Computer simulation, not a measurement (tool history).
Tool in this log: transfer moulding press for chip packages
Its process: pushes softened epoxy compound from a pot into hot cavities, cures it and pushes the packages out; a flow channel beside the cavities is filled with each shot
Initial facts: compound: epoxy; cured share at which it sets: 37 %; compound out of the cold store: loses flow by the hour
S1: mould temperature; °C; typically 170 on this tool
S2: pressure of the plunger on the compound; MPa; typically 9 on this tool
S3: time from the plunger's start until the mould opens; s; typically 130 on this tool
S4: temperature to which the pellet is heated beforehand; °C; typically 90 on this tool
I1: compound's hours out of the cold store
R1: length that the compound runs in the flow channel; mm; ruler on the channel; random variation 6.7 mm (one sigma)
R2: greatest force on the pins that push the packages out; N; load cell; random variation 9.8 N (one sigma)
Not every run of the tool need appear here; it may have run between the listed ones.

run	hour	S1	S2	S3	S4	I1	R1	R2
1	0	170	9	130	90	33.6	729	442
2	36.3	170	9	130	82	31.3	716	681
# hour 83.7: cavities cleaned with cleaning compound and waxed
3	99.7	170	9	130	82	38.1	704	583
# hour 141.9: plunger's sealing rings changed
# hour 169.7: cavities cleaned with cleaning compound and waxed
4	184	170	9	130	82	29.6	772	544
5	233.8	170	9	130	82	41.8	731	752
# hour 252.1: cavities cleaned with cleaning compound and waxed
6	293.4	170	9	130	90	19.7	804	705
# hour 339.9: cavities cleaned with cleaning compound and waxed
7	339.9	170	9	130	90	10.3	826	441
# hour 422.3: cavities cleaned with cleaning compound and waxed
8	422.3	170	9	130	90	31	764	423
9	459.3	170	10.63	130	90	34.1	816	675
# hour 506.2: cavities cleaned with cleaning compound and waxed
10	526.5	170	10.63	130	90	45.6	768	602
# hour 593.7: cavities cleaned with cleaning compound and waxed
11	615.3	170	10.63	130	90	47.3	769	606
12	661.9	170	8.58	130	90	11	796	826
# hour 676.3: cavities cleaned with cleaning compound and waxed
13	713.3	170	8.58	111	90	23.7	752	859
# hour 764.2: cavities cleaned with cleaning compound and waxed
14	767.5	170	9	130	90	16	795	496
15	826.5	170	9.61	130	99	14.6	821	813
# hour 846.9: cavities cleaned with cleaning compound and waxed
16	901.8	168	9	130	90	43.7	720	821
# hour 935.5: cavities cleaned with cleaning compound and waxed
17	967.3	175	8.64	130	90	44.8	671	585
18	1015.6	166	8.64	113	90	17.2	761	1345
# hour 1023.5: cavities cleaned with cleaning compound and waxed
19	1090	173	9	130	85	40	697	748
# hour 1107: cavities cleaned with cleaning compound and waxed
20	1143.9	170	8.36	130	99	32.5	695	692
# hour 1158.5: plunger's sealing rings changed
# hour 1193.9: cavities cleaned with cleaning compound and waxed
21	1211.3	168	9.78	121	93	28.7	817	759
22	1261.5	171	9.78	113	95	14.6	853	974
# hour 1276.7: cavities cleaned with cleaning compound and waxed
23	1326.9	174	9.78	113	85	20.4	821	741
# hour 1359.8: cavities cleaned with cleaning compound and waxed
24	1410.4	169	8.81	152	85	8.3	832	722
# hour 1442.6: cavities cleaned with cleaning compound and waxed
25	1452.8	170	8	134	90	33.5	712	516
# hour 1525.7: cavities cleaned with cleaning compound and waxed
26	1540.2	167	9.51	124	96	11	857	760
# hour 1607.7: cavities cleaned with cleaning compound and waxed
27	1611.7	178	10.89	130	90	32.6	789	462

Hidden state or all else? Some run-to-run changes of R1, split into what the settings, what came in and random variation would give without the hidden state, and what is left for the hidden state (with any gauge scatter that isn't in both results):
What the log doesn't record here: true mould temperature over the reading, C; pressure that reaches the compound, % of what is set; grip of the stained cavities, % over clean ones'; drift of the gauge itself on flow_mm, %; drift of the gauge itself on push_out_n, %.
Run 3 -> 4: plunger's sealing rings changed, cavities cleaned with cleaning compound and waxed. R1 +68 mm: hidden state +44, all else +24.
Run 20 -> 21: S1 170 -> 168, S2 8.36 -> 9.78, S3 130 -> 121, S4 99 -> 93, plunger's sealing rings changed, cavities cleaned with cleaning compound and waxed. R1 +122 mm: hidden state +44, all else +78.
Run 25 -> 26: S1 170 -> 167, S2 8 -> 9.51, S3 134 -> 124, S4 90 -> 96, cavities cleaned with cleaning compound and waxed. R1 +145 mm: hidden state -7, all else +152.

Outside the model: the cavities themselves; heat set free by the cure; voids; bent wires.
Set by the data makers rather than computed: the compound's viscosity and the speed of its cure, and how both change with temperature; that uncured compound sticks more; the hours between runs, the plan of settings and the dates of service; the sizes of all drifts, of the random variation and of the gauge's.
